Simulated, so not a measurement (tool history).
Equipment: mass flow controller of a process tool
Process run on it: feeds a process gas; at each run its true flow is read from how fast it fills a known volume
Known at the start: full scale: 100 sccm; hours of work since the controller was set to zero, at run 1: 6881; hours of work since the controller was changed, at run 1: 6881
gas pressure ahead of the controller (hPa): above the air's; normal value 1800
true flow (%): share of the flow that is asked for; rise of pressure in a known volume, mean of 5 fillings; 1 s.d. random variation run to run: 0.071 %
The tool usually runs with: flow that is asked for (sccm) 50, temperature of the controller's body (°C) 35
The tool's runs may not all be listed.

| run | hour | flow that is asked for (sccm) | gas pressure ahead of the controller (hPa) | temperature of the controller's body (°C) | hours of work since the controller was set to zero | hours of work since the controller was changed | true flow (%) |
|---|---|---|---|---|---|---|---|
| 1 | 0 | 50 | 1800 | 35 | 6881 | 6881 | 103.72 |
| 2 | 239.1 | 50 | 1800 | 35 | 7050 | 7050 | 103.84 |
|  | 561.1 | controller's zero set anew |
| 3 | 685.3 | 50 | 1800 | 35 | 88 | 7365 | 101.24 |
| 4 | 1004.4 | 50 | 1540 | 35 | 313 | 7591 | 101.03 |
| 5 | 1471.1 | 50 | 1800 | 35 | 643 | 7921 | 101.38 |
| 6 | 1906.3 | 50 | 1800 | 35 | 951 | 8228 | 101.79 |
| 7 | 2197.3 | 50 | 1800 | 35 | 1157 | 8434 | 101.79 |
| 8 | 2682.1 | 50 | 1800 | 35 | 1499 | 8777 | 102.05 |
| 9 | 2921.9 | 50 | 1800 | 39 | 1669 | 8946 | 102.09 |
| 10 | 3377.1 | 50 | 1800 | 39 | 1991 | 9268 | 102.3 |
|  | 3553.4 | controller exchanged for a calibrated one |
| 11 | 3809.6 | 50 | 2000 | 39 | 181 | 181 | 100.12 |
| 12 | 4249.2 | 50 | 1800 | 35 | 492 | 492 | 99.94 |
| 13 | 4467.5 | 50 | 1800 | 35 | 646 | 646 | 100.15 |
| 14 | 4756.6 | 50 | 1800 | 35 | 851 | 851 | 100.27 |
| 15 | 5067.6 | 50 | 1800 | 35 | 1070 | 1070 | 100.52 |
| 16 | 5420.8 | 50 | 1800 | 35 | 1320 | 1320 | 100.5 |
| 17 | 5652.1 | 50 | 1800 | 35 | 1484 | 1484 | 100.75 |
| 18 | 5872 | 56 | 2100 | 35 | 1639 | 1639 | 100.99 |
| 19 | 6163.3 | 28 | 2530 | 35 | 1845 | 1845 | 101.91 |
| 20 | 6657.7 | 50 | 1800 | 30 | 2194 | 2194 | 101.05 |
| 21 | 6917.5 | 50 | 1800 | 30 | 2378 | 2378 | 101.11 |
| 22 | 7197.6 | 50 | 1800 | 30 | 2576 | 2576 | 101.21 |
| 23 | 7592.6 | 50 | 1800 | 30 | 2855 | 2855 | 101.3 |
| 24 | 8063.1 | 50 | 1800 | 30 | 3188 | 3188 | 101.56 |
| 25 | 8538.3 | 50 | 1800 | 30 | 3524 | 3524 | 101.74 |
| 26 | 8896 | 32 | 1620 | 26 | 3777 | 3777 | 102.36 |
| 27 | 9190.9 | 32 | 1620 | 26 | 3985 | 3985 | 102.61 |
| 28 | 9627.7 | 16 | 1620 | 29 | 4294 | 4294 | 105.58 |
| 29 | 9985.4 | 16 | 1480 | 29 | 4547 | 4547 | 105.82 |
| 30 | 10210.1 | 31 | 2280 | 35 | 4706 | 4706 | 104.05 |
| 31 | 10446 | 31 | 2280 | 35 | 4872 | 4872 | 104.16 |
| 32 | 10753.5 | 26 | 2500 | 27 | 5090 | 5090 | 104.83 |
| 33 | 11243.5 | 26 | 2500 | 27 | 5436 | 5436 | 105.34 |

Run 34 is up next; what results do you expect?
| 34 | 11575.2 | 26 | 2500 | 31 | 5671 | 5671 | ? |

Run 34 yielded true flow (%) 105.59.
The same run, on a tool lacking any hidden state, would have yielded true flow (%) 99.98.
